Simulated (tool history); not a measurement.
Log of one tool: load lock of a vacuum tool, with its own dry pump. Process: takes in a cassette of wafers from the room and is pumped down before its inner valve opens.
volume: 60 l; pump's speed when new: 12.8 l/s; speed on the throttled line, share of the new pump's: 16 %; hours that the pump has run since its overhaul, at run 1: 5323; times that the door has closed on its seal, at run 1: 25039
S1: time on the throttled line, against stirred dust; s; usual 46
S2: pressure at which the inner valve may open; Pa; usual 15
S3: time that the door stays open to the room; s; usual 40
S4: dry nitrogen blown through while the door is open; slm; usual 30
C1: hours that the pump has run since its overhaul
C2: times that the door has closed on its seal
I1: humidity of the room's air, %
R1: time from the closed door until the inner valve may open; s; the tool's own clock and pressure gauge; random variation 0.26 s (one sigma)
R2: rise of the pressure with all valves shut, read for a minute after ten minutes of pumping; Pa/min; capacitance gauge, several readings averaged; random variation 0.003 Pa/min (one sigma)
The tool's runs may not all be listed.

Run 1, day 0: usual settings; C1 5323; C2 25039; I1 44.7. Result: R1 81.4 s, R2 0.073 Pa/min.
Run 2, day 10.212: usual settings but S3 45 s; C1 5568; C2 25650; I1 45. Result: R1 82 s, R2 0.088 Pa/min.
Run 3, day 18.454: usual settings; C1 5766; C2 26142; I1 46.5. Result: R1 81.8 s, R2 0.086 Pa/min.
Run 4, day 24.575: usual settings; C1 5913; C2 26508; I1 42.5. Result: R1 81.7 s, R2 0.082 Pa/min.
Run 5, day 37.029: usual settings; C1 6211; C2 27253; I1 44.9. Result: R1 81.9 s, R2 0.091 Pa/min.
Run 6, day 50.933: usual settings but S4 9 slm; C1 6545; C2 28085; I1 45.3. Result: R1 81.8 s, R2 0.108 Pa/min.
Run 7, day 57.079: usual settings but S3 163 s; C1 6693; C2 28452; I1 46.2. Result: R1 81.8 s, R2 0.117 Pa/min.
Run 8, day 65.779: usual settings; C1 6901; C2 28972; I1 44.4. Result: R1 81.7 s, R2 0.092 Pa/min.
Run 9, day 78.546: usual settings; C1 7208; C2 29736; I1 44.6. Result: R1 82 s, R2 0.097 Pa/min.
Run 10, day 90.625: usual settings; C1 7498; C2 30458; I1 45. Result: R1 81.9 s, R2 0.099 Pa/min.
Run 11, day 98.946: usual settings; C1 7697; C2 30956; I1 39. Result: R1 82.1 s, R2 0.102 Pa/min.
Run 12, day 110.917: usual settings but S1 52 s, S2 21 Pa, S3 124 s; C1 7985; C2 31671; I1 44. Result: R1 85.4 s, R2 0.125 Pa/min.
Run 13, day 125.029: usual settings but S1 33 s, S3 237 s, S4 40 slm; C1 8323; C2 32515; I1 47.3. Result: R1 71.7 s, R2 0.135 Pa/min.
Run 14, day 134.867: usual settings but S1 45 s, S3 56 s, S4 11 slm; C1 8560; C2 33103; I1 44. Result: R1 81 s, R2 0.129 Pa/min.
Run 15, day 147.433: usual settings but S1 45 s, S3 56 s, S4 11 slm; C1 8861; C2 33855; I1 45.7. Result: R1 81.5 s, R2 0.133 Pa/min.

Hidden state or all else? Some run-to-run changes of R1, split into what the settings, what came in and random variation would give without the hidden state, and what is left for the hidden state (with any gauge scatter that isn't in both results):
The hidden state here: pump's speed, % of a new pump's; leak at the door's seal, Pa l/s; drift of the gauge itself on ready_s, %; drift of the gauge itself on rise_pa_min, %.
Run 12 -> 13: S1 52 -> 33, S2 21 -> 15, S3 124 -> 237, S4 30 -> 40. R1 -13.7 s: hidden state +0.4, all else -14.1.
